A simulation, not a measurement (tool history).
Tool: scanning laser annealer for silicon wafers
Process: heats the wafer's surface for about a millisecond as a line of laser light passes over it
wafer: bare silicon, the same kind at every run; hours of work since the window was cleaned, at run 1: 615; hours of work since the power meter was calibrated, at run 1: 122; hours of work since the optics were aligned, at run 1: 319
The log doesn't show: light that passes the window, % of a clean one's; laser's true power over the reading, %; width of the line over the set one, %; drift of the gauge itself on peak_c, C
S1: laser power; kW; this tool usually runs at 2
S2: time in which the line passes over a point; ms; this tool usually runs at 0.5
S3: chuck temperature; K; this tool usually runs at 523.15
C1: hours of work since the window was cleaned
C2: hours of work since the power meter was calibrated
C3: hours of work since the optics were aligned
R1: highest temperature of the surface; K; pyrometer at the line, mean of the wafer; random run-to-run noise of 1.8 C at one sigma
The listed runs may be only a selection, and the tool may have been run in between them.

Run 1, hour 0: usual settings; C1 615; C2 122; C3 319. Result: R1 1279.15 K.
Run 2, hour 21.3: usual settings; C1 626; C2 134; C3 331. Result: R1 1282.15 K.
Run 3, hour 34.8: usual settings; C1 634; C2 141; C3 338. Result: R1 1279.15 K.
Run 4, hour 54.5: usual settings; C1 645; C2 152; C3 349. Result: R1 1280.15 K.
Run 5, hour 74.1: usual settings; C1 656; C2 163; C3 360. Result: R1 1280.15 K.
Run 6, hour 85.9: usual settings; C1 662; C2 169; C3 366. Result: R1 1275.15 K.
Run 7, hour 107.8: usual settings; C1 674; C2 182; C3 379. Result: R1 1282.15 K.
Run 8, hour 126.4: usual settings; C1 684; C2 192; C3 389. Result: R1 1276.15 K.
Run 9, hour 137.9: usual settings; C1 691; C2 198; C3 395. Result: R1 1277.15 K.
At hour 145.7: window over the wafer cleaned.
Run 10, hour 153.1: usual settings; C1 4; C2 205; C3 402. Result: R1 1296.15 K.
Run 11, hour 166.2: usual settings but S1 2.035 kW, S2 0.371 ms, S3 548.15 K; C1 11; C2 213; C3 410. Result: R1 1237.15 K.
Run 12, hour 184.3: usual settings but S1 2.035 kW, S2 0.499 ms, S3 487.15 K; C1 21; C2 223; C3 420. Result: R1 1274.15 K.
Run 13, hour 203.7: usual settings but S3 546.15 K; C1 32; C2 233; C3 430. Result: R1 1316.15 K.
Run 14, hour 225.1: usual settings but S2 0.577 ms, S3 546.15 K; C1 44; C2 245; C3 442. Result: R1 1367.15 K.
Run 15, hour 244.9: usual settings but S2 0.577 ms, S3 546.15 K; C1 55; C2 256; C3 453. Result: R1 1366.15 K.
Run 16, hour 256.6: usual settings but S1 2.164 kW, S2 0.553 ms; C1 61; C2 262; C3 460. Result: R1 1403.15 K.
Run 17, hour 270.9: usual settings but S1 2.164 kW, S2 0.553 ms; C1 69; C2 270; C3 467. Result: R1 1403.15 K.
Run 18, hour 286.4: usual settings but S1 1.746 kW, S3 528.15 K; C1 78; C2 279; C3 476. Result: R1 1185.15 K.

Each row is a separate what-if for the run after 18, all from the same tool condition, not one after another. Results?
Run A, hour 302.1: usual settings but S1 2.158 kW, S2 0.588 ms, S3 540.15 K; C1 86; C2 288; C3 485. Result: R1 ?.
Run B, hour 302.1: usual settings but S1 1.907 kW, S2 0.449 ms, S3 509.15 K; C1 86; C2 288; C3 485. Result: R1 ?.
Run C, hour 302.1: usual settings but S1 1.704 kW, S2 0.398 ms, S3 561.15 K; C1 86; C2 288; C3 485. Result: R1 ?.

run       R1
  A  1438.15
  B  1202.15
  C  1138.15
With the hidden condition removed and each run's random variation left untouched, the same runs would have given:
run       R1
  A  1460.15
  B  1219.15
  C  1151.15
